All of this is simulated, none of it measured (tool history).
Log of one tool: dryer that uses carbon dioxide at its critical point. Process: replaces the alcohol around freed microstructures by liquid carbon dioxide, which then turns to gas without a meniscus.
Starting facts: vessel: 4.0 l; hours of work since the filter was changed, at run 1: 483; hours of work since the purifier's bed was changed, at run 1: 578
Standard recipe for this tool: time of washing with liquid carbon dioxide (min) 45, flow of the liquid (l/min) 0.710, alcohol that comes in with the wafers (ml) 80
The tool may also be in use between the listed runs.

run,hour,time of washing with liquid carbon dioxide (min),flow of the liquid (l/min),alcohol that comes in with the wafers (ml),hours of work since the filter was changed,hours of work since the purifier's bed was changed,alcohol left in the vessel before it's heated (ppm by volume)
1,0.0,45,0.710,80,483,578,129
2,26.9,68,0.710,80,498,593,41
# hour 38.3: inlet filter changed
3,58.8,68,0.710,80,12,611,43
4,91.5,68,0.710,80,30,629,47
5,136.4,45,0.710,80,55,654,100
6,159.4,45,0.710,80,68,667,92
7,185.4,45,0.710,80,83,682,92
8,224.8,45,0.710,80,105,704,105
9,266.1,45,0.710,80,128,727,109
10,298.0,45,0.710,80,146,745,112
11,320.3,45,0.710,80,159,758,113
12,355.9,45,0.710,80,179,778,108
13,409.3,45,0.710,80,209,808,127
14,438.9,45,0.737,80,225,825,107
15,482.8,45,0.737,80,250,849,101
16,520.5,45,0.710,68,271,871,116
17,572.8,45,0.710,22,301,900,79
18,610.0,35,0.710,80,322,921,313
19,641.1,35,0.710,80,339,938,320
20,670.0,35,0.710,80,355,955,328
21,696.2,35,0.710,80,370,969,341
22,749.9,35,0.710,44,400,1000,217
23,773.6,35,0.710,44,414,1013,210
24,799.6,33,0.710,44,428,1028,263
25,844.0,33,0.710,44,453,1053,261
26,866.0,64,1.075,80,466,1065,61
27,911.8,72,0.650,57,491,1091,74
# hour 931.7: inlet filter changed
28,938.3,72,0.650,57,4,1105,69
29,984.2,64,0.650,21,30,1131,72
30,1027.8,45,0.929,80,54,1155,80
31,1069.7,45,0.929,80,78,1179,83
32,1117.0,51,0.470,25,104,1206,153
33,1167.1,51,0.470,25,132,1234,158
34,1190.2,51,0.470,25,145,1247,157
35,1244.1,51,1.196,22,176,1277,81
36,1280.5,51,1.196,22,196,1297,89
37,1332.0,67,0.546,55,225,1327,99
38,1370.0,56,1.129,80,247,1348,88
39,1398.3,56,1.129,80,263,1364,82
40,1448.7,56,1.129,25,291,1392,94
41,1486.5,31,0.567,80,312,1413,1029
42,1533.1,31,0.567,80,338,1440,1035
43,1559.1,60,0.708,75,353,1454,109
# hour 1565.0: purifier's bed changed
44,1597.3,60,0.708,75,373,18,13
45,1644.0,60,0.708,75,399,44,26
46,1686.0,49,0.714,34,423,68,26

Predict each of these 3 candidate next runs independently; none follows another, all start after run 46:
A,1713.3,49,1.015,63,438,83,?
B,1713.3,45,0.542,92,438,83,?
C,1713.3,67,1.077,25,438,83,?

run,alcohol left in the vessel before it's heated (ppm by volume)
A,10
B,367
C,14
What these runs would have given with no unlogged condition in the tool:
run,alcohol left in the vessel before it's heated (ppm by volume)
A,3
B,227
C,8
